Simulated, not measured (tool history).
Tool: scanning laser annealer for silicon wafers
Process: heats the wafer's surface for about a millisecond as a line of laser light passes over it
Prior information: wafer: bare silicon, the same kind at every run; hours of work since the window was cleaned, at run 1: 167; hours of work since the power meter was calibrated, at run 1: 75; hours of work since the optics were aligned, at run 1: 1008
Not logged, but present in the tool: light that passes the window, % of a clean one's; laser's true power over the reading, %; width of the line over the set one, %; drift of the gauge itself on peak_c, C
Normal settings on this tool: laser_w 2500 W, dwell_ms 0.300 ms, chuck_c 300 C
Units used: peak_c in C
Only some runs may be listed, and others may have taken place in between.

run,hour,laser_w,dwell_ms,chuck_c,hours of work since the window was cleaned,hours of work since the power meter was calibrated,hours of work since the optics were aligned,peak_c
1,0.0,2500,0.300,300,167,75,1008,1097
2,8.4,2500,0.300,300,170,78,1011,1095
3,17.3,2500,0.300,331,174,82,1015,1129
4,24.7,2500,0.300,331,177,85,1018,1124
5,30.3,2500,0.300,331,179,87,1020,1126
6,36.1,2500,0.283,300,181,89,1022,1071
7,40.6,2500,0.300,300,183,91,1024,1098
8,48.1,2500,0.316,300,186,94,1027,1119
9,57.7,2500,0.316,300,190,98,1031,1119
10,62.8,2500,0.316,300,192,100,1033,1118
11,68.1,2500,0.316,300,194,102,1035,1119
12,76.3,2500,0.316,300,197,105,1038,1120
13,85.0,2162,0.300,300,201,109,1042,981
14,92.0,2500,0.300,300,204,112,1045,1093
15,97.0,2500,0.300,300,205,114,1047,1095
16,106.8,2500,0.300,300,209,117,1051,1096
17,115.9,2500,0.300,300,213,121,1054,1098
18,125.5,2500,0.300,300,217,125,1058,1099
19,129.6,2500,0.300,327,219,127,1060,1124
20,138.4,2712,0.300,300,222,130,1063,1170
21,144.6,2712,0.300,300,225,133,1066,1171
22,151.0,2712,0.300,300,227,135,1068,1167
23,157.6,2712,0.300,300,230,138,1071,1171
24,167.6,2712,0.373,282,234,142,1075,1263
25,173.1,2712,0.373,282,236,144,1077,1265
26,181.1,2712,0.373,282,239,147,1080,1265
27,188.3,2712,0.373,310,242,150,1083,1291
28,194.3,2580,0.220,319,244,152,1086,1009
29,202.1,2249,0.232,308,248,156,1089,923
30,212.1,2558,0.340,308,252,160,1093,1182
31,221.6,2711,0.259,308,255,163,1096,1108
32,230.8,2711,0.259,308,259,167,1100,1110
33,236.9,2711,0.311,308,262,170,1103,1194
34,244.9,2238,0.325,281,265,173,1106,1020
35,251.5,2632,0.218,281,267,175,1108,987
# hour 260.1: optics aligned, line set to its width
36,264.8,2632,0.218,281,271,179,2,985
37,272.5,2632,0.271,281,274,182,5,1079
38,277.4,2209,0.300,300,276,184,7,995
39,282.1,2259,0.339,270,278,186,9,1032
40,287.4,2697,0.300,261,280,188,11,1124

Each row is a separate what-if for the run after 40, all from the same tool condition, not one after another. Results?
A,297.0,2633,0.292,330,284,192,15,?
B,297.0,2500,0.300,336,284,192,15,?
C,297.0,2277,0.275,304,284,192,15,?
D,297.0,2139,0.300,300,284,192,15,?
E,297.0,2697,0.362,261,284,192,15,?

run,peak_c
A,1161
B,1135
C,988
D,972
E,1225
Without the tool's hidden state the same runs would have given:
run,peak_c
A,1161
B,1136
C,989
D,973
E,1225
